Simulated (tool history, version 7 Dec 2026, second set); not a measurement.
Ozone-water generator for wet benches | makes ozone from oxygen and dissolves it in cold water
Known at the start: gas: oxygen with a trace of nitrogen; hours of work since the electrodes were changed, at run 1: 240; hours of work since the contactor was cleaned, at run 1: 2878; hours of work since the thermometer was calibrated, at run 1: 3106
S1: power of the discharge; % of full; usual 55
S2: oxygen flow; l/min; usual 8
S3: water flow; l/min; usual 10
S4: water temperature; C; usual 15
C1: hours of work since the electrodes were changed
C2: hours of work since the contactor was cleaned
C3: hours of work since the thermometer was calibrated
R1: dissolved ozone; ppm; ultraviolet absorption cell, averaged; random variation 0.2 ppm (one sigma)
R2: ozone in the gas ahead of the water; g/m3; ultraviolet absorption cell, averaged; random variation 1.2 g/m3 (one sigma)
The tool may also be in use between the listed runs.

{"run": 1, "day": 0.0, "S1": 55, "S2": 8, "S3": 10, "S4": 15, "C1": 240, "C2": 2878, "C3": 3106, "R1": 29.3, "R2": 217.4}
{"run": 2, "day": 1.117, "S1": 55, "S2": 8, "S3": 10, "S4": 15, "C1": 257, "C2": 2894, "C3": 3123, "R1": 29.1, "R2": 218.3}
{"run": 3, "day": 2.429, "S1": 55, "S2": 8, "S3": 13, "S4": 15, "C1": 276, "C2": 2914, "C3": 3142, "R1": 23.5, "R2": 218.5}
{"run": 4, "day": 3.667, "S1": 55, "S2": 8, "S3": 8, "S4": 15, "C1": 295, "C2": 2933, "C3": 3161, "R1": 34.6, "R2": 218.1}
{"run": 5, "day": 5.029, "S1": 55, "S2": 8, "S3": 8, "S4": 15, "C1": 316, "C2": 2953, "C3": 3181, "R1": 34.9, "R2": 216.7}
{"run": 6, "day": 5.767, "S1": 45, "S2": 8, "S3": 10, "S4": 15, "C1": 327, "C2": 2965, "C3": 3193, "R1": 25.9, "R2": 188.9}
{"run": 7, "day": 6.658, "S1": 45, "S2": 8, "S3": 10, "S4": 15, "C1": 340, "C2": 2978, "C3": 3206, "R1": 25.3, "R2": 189}
{"run": 8, "day": 7.996, "S1": 45, "S2": 8, "S3": 10, "S4": 15, "C1": 360, "C2": 2998, "C3": 3226, "R1": 25.8, "R2": 188.3}
{"run": 9, "day": 9.229, "S1": 45, "S2": 8, "S3": 10, "S4": 15, "C1": 379, "C2": 3017, "C3": 3245, "R1": 25.7, "R2": 186.4}
{"run": 10, "day": 10.679, "S1": 55, "S2": 8, "S3": 10, "S4": 17, "C1": 401, "C2": 3039, "C3": 3267, "R1": 27.9, "R2": 211.2}
{"run": 11, "day": 11.767, "S1": 55, "S2": 8, "S3": 10, "S4": 17, "C1": 417, "C2": 3055, "C3": 3283, "R1": 28.1, "R2": 213.8}
{"run": 12, "day": 13.021, "S1": 55, "S2": 8, "S3": 9, "S4": 17, "C1": 436, "C2": 3074, "C3": 3302, "R1": 30.3, "R2": 212.5}
{"run": 13, "day": 14.588, "S1": 55, "S2": 8, "S3": 9, "S4": 17, "C1": 460, "C2": 3097, "C3": 3326, "R1": 30.1, "R2": 212.5}
{"run": 14, "day": 15.45, "S1": 55, "S2": 8, "S3": 9, "S4": 17, "C1": 473, "C2": 3110, "C3": 3339, "R1": 30.2, "R2": 212.7}
{"run": 15, "day": 16.983, "S1": 55, "S2": 8, "S3": 10, "S4": 15, "C1": 496, "C2": 3134, "C3": 3362, "R1": 29.1, "R2": 212.8}
{"run": 16, "day": 18.012, "S1": 55, "S2": 11.87, "S3": 10, "S4": 15, "C1": 511, "C2": 3149, "C3": 3377, "R1": 25.3, "R2": 165.3}
{"day": 18.146, "done": "gauge calibrated"}
{"run": 17, "day": 19.075, "S1": 55, "S2": 11.87, "S3": 10, "S4": 15, "C1": 527, "C2": 3165, "C3": 3393, "R1": 25.5, "R2": 167.5}
{"run": 18, "day": 19.725, "S1": 44, "S2": 4.16, "S3": 12, "S4": 15, "C1": 537, "C2": 3175, "C3": 3403, "R1": 25.1, "R2": 280.8}
{"run": 19, "day": 20.879, "S1": 44, "S2": 5, "S3": 7, "S4": 15, "C1": 554, "C2": 3192, "C3": 3420, "R1": 38.1, "R2": 252.5}
{"run": 20, "day": 21.85, "S1": 72, "S2": 9.62, "S3": 7, "S4": 7, "C1": 569, "C2": 3207, "C3": 3435, "R1": 51.2, "R2": 230}
{"run": 21, "day": 23.075, "S1": 56, "S2": 9.87, "S3": 10, "S4": 15, "C1": 588, "C2": 3225, "C3": 3453, "R1": 27.5, "R2": 191.3}
{"run": 22, "day": 24.592, "S1": 84, "S2": 4.96, "S3": 6, "S4": 7, "C1": 610, "C2": 3248, "C3": 3476, "R1": 78.2, "R2": 385.7}
{"run": 23, "day": 25.821, "S1": 47, "S2": 11.69, "S3": 12, "S4": 15, "C1": 629, "C2": 3267, "C3": 3495, "R1": 20.2, "R2": 151.9}
{"run": 24, "day": 26.954, "S1": 49, "S2": 4.78, "S3": 8, "S4": 19, "C1": 646, "C2": 3284, "C3": 3512, "R1": 34.7, "R2": 273.7}
{"run": 25, "day": 28.475, "S1": 49, "S2": 4.3, "S3": 8, "S4": 19, "C1": 669, "C2": 3307, "C3": 3535, "R1": 35.8, "R2": 293.1}
{"run": 26, "day": 29.533, "S1": 48, "S2": 10.58, "S3": 11, "S4": 12, "C1": 685, "C2": 3323, "C3": 3551, "R1": 24.2, "R2": 166.1}
{"run": 27, "day": 30.396, "S1": 55, "S2": 8, "S3": 10, "S4": 9, "C1": 698, "C2": 3336, "C3": 3564, "R1": 33.5, "R2": 213.1}
{"run": 28, "day": 31.062, "S1": 90, "S2": 4.53, "S3": 10, "S4": 19, "C1": 708, "C2": 3346, "C3": 3574, "R1": 43.5, "R2": 425.8}
{"run": 29, "day": 32.117, "S1": 51, "S2": 8.37, "S3": 10, "S4": 15, "C1": 724, "C2": 3362, "C3": 3590, "R1": 27.2, "R2": 196.3}
{"run": 30, "day": 33.708, "S1": 95, "S2": 6.55, "S3": 10, "S4": 7, "C1": 748, "C2": 3386, "C3": 3614, "R1": 51.8, "R2": 347.6}
{"run": 31, "day": 34.362, "S1": 52, "S2": 14.04, "S3": 7, "S4": 19, "C1": 758, "C2": 3396, "C3": 3624, "R1": 25.8, "R2": 141.5}
{"run": 32, "day": 35.875, "S1": 55, "S2": 8, "S3": 10, "S4": 7, "C1": 781, "C2": 3418, "C3": 3646, "R1": 34.9, "R2": 211.5}

Forecast each of these 5 alternatives for the next run:
{"run": "A", "day": 37.246, "S1": 55, "S2": 8, "S3": 14, "S4": 16, "C1": 801, "C2": 3439, "C3": 3667, "R1": "?", "R2": "?"}
{"run": "B", "day": 37.246, "S1": 55, "S2": 8, "S3": 10, "S4": 7, "C1": 801, "C2": 3439, "C3": 3667, "R1": "?", "R2": "?"}
{"run": "C", "day": 37.246, "S1": 55, "S2": 8.17, "S3": 8, "S4": 7, "C1": 801, "C2": 3439, "C3": 3667, "R1": "?", "R2": "?"}
{"run": "D", "day": 37.246, "S1": 64, "S2": 8, "S3": 6, "S4": 19, "C1": 801, "C2": 3439, "C3": 3667, "R1": "?", "R2": "?"}
{"run": "E", "day": 37.246, "S1": 55, "S2": 8, "S3": 10, "S4": 18, "C1": 801, "C2": 3439, "C3": 3667, "R1": "?", "R2": "?"}

run=A R1=21.4 R2=211.9
run=B R1=34.9 R2=210.7
run=C R1=41.3 R2=209.1
run=D R1=41.8 R2=233.7
run=E R1=27.4 R2=212
Without the tool's hidden state the same runs would have given:
run=A R1=21.4 R2=218.3
run=B R1=34.9 R2=217
run=C R1=41.3 R2=215.5
run=D R1=41.8 R2=240.7
run=E R1=27.4 R2=218.4
